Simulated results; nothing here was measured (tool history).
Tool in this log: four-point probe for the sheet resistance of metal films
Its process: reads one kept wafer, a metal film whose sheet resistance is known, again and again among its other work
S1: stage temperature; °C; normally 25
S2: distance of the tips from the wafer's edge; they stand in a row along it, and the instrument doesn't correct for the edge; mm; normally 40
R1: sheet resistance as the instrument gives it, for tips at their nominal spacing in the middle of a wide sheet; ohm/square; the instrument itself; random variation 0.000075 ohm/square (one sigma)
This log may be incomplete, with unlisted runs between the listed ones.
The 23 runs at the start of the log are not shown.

run	hour	S1	S2	R1
# hour 1123.2: stage's thermometer calibrated, once more
24	1173.6	29	6	0.3797
25	1228.2	30	3	0.403726
26	1290.7	25	40	0.369933
27	1336.1	25	40	0.369762
28	1399.3	18	56	0.36748
# hour 1428.7: new probe head fitted
29	1429.1	25	30	0.375383
30	1490.4	30	4	0.395899
31	1556.5	30	44	0.376679
32	1596.4	25	11	0.377409
33	1630.1	27	11	0.378188
34	1685.4	28	9	0.379631
35	1719.6	28	9	0.379419
36	1770.9	28	9	0.379509
37	1826.2	20	14	0.374554
38	1870.3	30	13	0.377695
39	1932.4	25	11	0.37698
40	1987.8	21	8	0.37781
41	2015.9	21	8	0.377907
42	2076.9	18	12	0.37414
43	2130.5	26	35	0.374649
44	2196.6	26	35	0.374438
45	2254.6	21	16	0.373876
46	2292.6	27	31	0.374746

Alternative continuations, all from the tool just after run 46; predict every row:
A	2321.5	27	6	?
B	2321.5	28	9	?
C	2321.5	29	40	?

run	R1
A	0.383189
B	0.37852
C	0.375141
With the hidden condition removed and each run's random variation left untouched, the same runs would have given:
run	R1
A	0.384616
B	0.379933
C	0.376543

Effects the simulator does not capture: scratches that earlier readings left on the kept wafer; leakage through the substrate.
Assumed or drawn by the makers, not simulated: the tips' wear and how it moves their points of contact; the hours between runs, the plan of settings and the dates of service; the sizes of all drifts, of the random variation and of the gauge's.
